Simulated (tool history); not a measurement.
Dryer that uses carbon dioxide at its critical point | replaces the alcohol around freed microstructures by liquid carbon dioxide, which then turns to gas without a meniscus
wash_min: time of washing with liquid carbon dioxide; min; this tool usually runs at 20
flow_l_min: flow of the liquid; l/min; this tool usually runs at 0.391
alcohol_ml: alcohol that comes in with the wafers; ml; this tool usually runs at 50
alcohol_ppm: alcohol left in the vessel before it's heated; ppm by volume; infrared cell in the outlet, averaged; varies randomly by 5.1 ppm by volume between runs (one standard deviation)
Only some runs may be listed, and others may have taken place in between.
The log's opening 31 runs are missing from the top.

run	hour	wash_min	flow_l_min	alcohol_ml	alcohol_ppm
32	1330.8	16	0.391	23	122
33	1385.5	20	0.391	23	51
34	1431.9	23	0.578	107	32
35	1485.3	15	0.274	45	1527
36	1519.4	27	0.346	24	54
37	1577.3	21	0.323	31	166
# hour 1618: inlet filter changed
38	1637.9	21	0.245	83	1073
39	1686.2	20	0.412	57	113
40	1728.8	21	0.241	57	855
41	1762.4	20	0.391	77	160

3 ways to go on from here, each from the tool as it stands after run 41. What would each give?
A	1805.9	30	0.445	34	?
B	1805.9	19	0.451	50	?
C	1805.9	16	0.391	46	?

run	alcohol_ppm
A	83
B	117
C	311
Take away the tool's hidden state, keep each run's random variation, and the runs would have read:
run	alcohol_ppm
A	4
B	31
C	198
